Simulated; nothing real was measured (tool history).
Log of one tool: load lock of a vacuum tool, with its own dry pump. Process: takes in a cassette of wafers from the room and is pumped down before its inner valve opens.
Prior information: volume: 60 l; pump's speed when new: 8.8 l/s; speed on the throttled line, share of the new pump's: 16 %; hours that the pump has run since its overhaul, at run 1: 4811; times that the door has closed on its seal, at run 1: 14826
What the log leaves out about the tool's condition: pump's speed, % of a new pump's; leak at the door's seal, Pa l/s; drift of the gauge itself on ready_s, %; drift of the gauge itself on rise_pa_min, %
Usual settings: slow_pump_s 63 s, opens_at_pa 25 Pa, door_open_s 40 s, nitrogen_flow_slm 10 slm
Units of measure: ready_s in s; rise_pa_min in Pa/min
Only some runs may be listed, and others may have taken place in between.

run	hour	slow_pump_s	opens_at_pa	door_open_s	nitrogen_flow_slm	hours that the pump has run since its overhaul	times that the door has closed on its seal	incoming humidity of the room's air, %	ready_s	rise_pa_min
1	0	63	25	40	10	4811	14826	45.1	115.4	0.06
2	157.2	63	25	40	7	4968	15186	44.1	114.5	0.066
3	323.4	63	25	40	7	5134	15567	44.9	113.9	0.072
4	480.4	63	25	40	7	5291	15926	45.6	115.9	0.063
5	602.7	63	25	40	7	5413	16207	43.7	115.8	0.065
6	702.6	63	25	40	7	5513	16436	47.9	115.2	0.067
7	918.7	63	25	40	7	5729	16931	46.3	115.7	0.068
8	1082.1	63	25	216	7	5893	17305	44.6	116.5	0.116
9	1299	63	25	216	7	6110	17802	42.2	115	0.112
10	1394.3	113	25	40	10	6205	18021	41.1	155.4	0.064
11	1505.8	63	25	40	7	6316	18276	42.9	116.2	0.071
12	1642.6	63	25	40	7	6453	18590	47.5	116.6	0.08
13	1837.6	63	25	40	14	6648	19036	44.7	116.4	0.069
14	2043.5	63	25	40	14	6854	19508	41.6	116.7	0.065
15	2216	63	25	40	10	7027	19904	45.6	117	0.084
16	2311.1	63	25	40	10	7122	20122	44.2	116.6	0.078
17	2489.8	63	25	40	10	7300	20531	47.8	117.9	0.083
18	2589.4	45	38	40	10	7400	20759	48.7	98.9	0.084
19	2784.1	45	38	40	10	7595	21206	43.3	100	0.077
20	2974.2	63	25	33	10	7785	21641	42.8	117.3	0.079
21	3098	63	25	33	10	7909	21925	43.5	117.5	0.082
22	3272.3	63	25	33	10	8083	22324	44.6	117.4	0.082
23	3447.2	63	29	33	6	8258	22725	44.5	117.7	0.088
24	3576.7	63	25	40	6	8387	23022	46	117.9	0.093
25	3777.2	63	25	40	6	8588	23481	42.9	118.9	0.092
26	3953.8	63	25	40	6	8764	23886	44.6	118.6	0.092
27	4099.2	63	25	34	14	8910	24219	46.8	118.7	0.079
28	4223.8	63	25	34	14	9034	24504	43.9	118.2	0.091
29	4362.4	63	25	34	14	9173	24822	44.3	119.4	0.091
30	4560.3	63	33	126	10	9371	25276	44.4	116.4	0.117
31	4684	63	33	126	43	9495	25559	47.3	117.2	0.098
32	4799.7	63	33	126	43	9610	25824	46.2	117.8	0.093
33	4887.6	63	33	126	43	9698	26025	42.4	117.3	0.089
34	5029.7	90	25	40	18	9840	26351	47.7	142.3	0.097

Alternative continuations, all from the tool just after run 34; predict every row:
A	5163.9	63	25	40	5	9975	26659	46.6	?	?
B	5163.9	80	25	40	17	9975	26659	46.9	?	?
C	5163.9	38	25	40	18	9975	26659	46.2	?	?
D	5163.9	50	42	40	10	9975	26659	42.4	?	?
E	5163.9	90	25	40	11	9975	26659	42.5	?	?

run	ready_s	rise_pa_min
A	120.4	0.11
B	134.4	0.099
C	100.3	0.097
D	105.9	0.101
E	141.7	0.093
The same runs, with their run-to-run variation unchanged, on a tool lacking any hidden condition would have given:
run	ready_s	rise_pa_min
A	109.9	0.041
B	124.7	0.031
C	89	0.027
D	95.8	0.033
E	132.2	0.024
